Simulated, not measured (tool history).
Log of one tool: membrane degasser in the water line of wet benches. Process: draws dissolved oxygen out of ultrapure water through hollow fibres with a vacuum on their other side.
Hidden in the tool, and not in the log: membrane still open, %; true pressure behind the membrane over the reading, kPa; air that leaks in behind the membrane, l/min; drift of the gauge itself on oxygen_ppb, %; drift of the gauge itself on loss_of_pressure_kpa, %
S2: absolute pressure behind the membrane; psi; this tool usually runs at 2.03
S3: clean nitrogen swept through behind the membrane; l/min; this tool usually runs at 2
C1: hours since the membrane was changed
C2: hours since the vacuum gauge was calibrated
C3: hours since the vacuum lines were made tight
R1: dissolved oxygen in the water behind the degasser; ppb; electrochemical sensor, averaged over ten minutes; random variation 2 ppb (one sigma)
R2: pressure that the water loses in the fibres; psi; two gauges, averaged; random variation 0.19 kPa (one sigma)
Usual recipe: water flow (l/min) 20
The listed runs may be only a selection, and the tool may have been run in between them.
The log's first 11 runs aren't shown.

At hour 1662: vacuum gauge calibrated.
Run 12, hour 1818.9: usual settings; C1 4522; C2 157; C3 2985. Result: R1 297.4 ppb, R2 6.145 psi.
Run 13, hour 2004: usual settings; C1 4707; C2 342; C3 3170. Result: R1 301.9 ppb, R2 6.148 psi.
Run 14, hour 2188.5: usual settings but S3 4.66 l/min; C1 4892; C2 527; C3 3355. Result: R1 161.7 ppb, R2 6.196 psi.
Run 15, hour 2393.8: usual settings but S3 1.22 l/min; C1 5097; C2 732; C3 3560. Result: R1 443.7 ppb, R2 6.135 psi.
Run 16, hour 2503.2: usual settings but S3 1.22 l/min; C1 5206; C2 841; C3 3669. Result: R1 446.7 ppb, R2 6.128 psi.
Run 17, hour 2641: usual settings but S2 4.45 psi; C1 5344; C2 979; C3 3807. Result: R1 656.4 ppb, R2 6.164 psi.
Run 18, hour 2847.6: usual settings but water flow (l/min) 23, S2 4.45 psi, S3 0.84 l/min; C1 5551; C2 1186; C3 4014. Result: R1 1446.4 ppb, R2 7.114 psi.
At hour 2859.6: vacuum gauge calibrated, once more.
Run 19, hour 2940: usual settings but water flow (l/min) 16, S2 1.31 psi, S3 1.26 l/min; C1 5643; C2 80; C3 4106. Result: R1 189.7 ppb, R2 4.944 psi.
Run 20, hour 3086.1: usual settings but water flow (l/min) 16, S2 1.31 psi, S3 1.52 l/min; C1 5789; C2 227; C3 4252. Result: R1 164.5 ppb, R2 4.969 psi.
Run 21, hour 3297.8: usual settings but water flow (l/min) 25, S2 1.23 psi; C1 6000; C2 438; C3 4464. Result: R1 251.3 ppb, R2 7.731 psi.
Run 22, hour 3451.4: usual settings but water flow (l/min) 25, S2 1.23 psi; C1 6154; C2 592; C3 4617. Result: R1 252.4 ppb, R2 7.731 psi.
Run 23, hour 3631.9: usual settings but water flow (l/min) 17, S2 1.48 psi, S3 1.5 l/min; C1 6334; C2 772; C3 4798. Result: R1 212.6 ppb, R2 5.32 psi.
Run 24, hour 3740.9: usual settings but water flow (l/min) 18, S3 1.83 l/min; C1 6444; C2 881; C3 4907. Result: R1 277.4 ppb, R2 5.614 psi.
Run 25, hour 3901.5: usual settings but water flow (l/min) 18, S3 1.83 l/min; C1 6604; C2 1042; C3 5067. Result: R1 279.7 ppb, R2 5.661 psi.
Run 26, hour 4020.7: usual settings but S3 1.01 l/min; C1 6723; C2 1161; C3 5186. Result: R1 506.4 ppb, R2 6.183 psi.
Run 27, hour 4151.3: usual settings but water flow (l/min) 18, S2 3.95 psi, S3 2.35 l/min; C1 6854; C2 1292; C3 5317. Result: R1 456.6 ppb, R2 5.674 psi.
Run 28, hour 4269.7: usual settings but S2 2.86 psi, S3 4.76 l/min; C1 6972; C2 1410; C3 5435. Result: R1 219.6 ppb, R2 6.242 psi.
Run 29, hour 4469.2: usual settings but S2 2.86 psi, S3 4.76 l/min; C1 7172; C2 1610; C3 5635. Result: R1 217.6 ppb, R2 6.26 psi.
Run 30, hour 4614.8: usual settings but S2 2.86 psi, S3 4.76 l/min; C1 7317; C2 1755; C3 5781. Result: R1 218.4 ppb, R2 6.295 psi.
Run 31, hour 4831.3: usual settings but S2 2.86 psi, S3 4.76 l/min; C1 7534; C2 1972; C3 5997. Result: R1 218.4 ppb, R2 6.3 psi.

What if the next run were any one of these 4? Each begins from the tool's condition after run 31:
Run A, hour 4958.8: usual settings but S3 2.64 l/min; C1 7661; C2 2099; C3 6125. Result: R1 ?, R2 ?.
Run B, hour 4958.8: usual settings but S3 0.93 l/min; C1 7661; C2 2099; C3 6125. Result: R1 ?, R2 ?.
Run C, hour 4958.8: usual settings but water flow (l/min) 14, S2 4.21 psi, S3 1.47 l/min; C1 7661; C2 2099; C3 6125. Result: R1 ?, R2 ?.
Run D, hour 4958.8: usual settings but water flow (l/min) 17, S2 3.38 psi, S3 4.33 l/min; C1 7661; C2 2099; C3 6125. Result: R1 ?, R2 ?.

run     R1     R2
  A  248.2  6.241
  B  545.1  6.254
  C  581.6  4.427
  D  221.1  5.316
Stripped of hidden state, with their random variation kept, the same runs would have yielded:
run     R1     R2
  A  229.2   5.88
  B  522.1  5.894
  C  560.6  4.173
  D  207.2  5.008
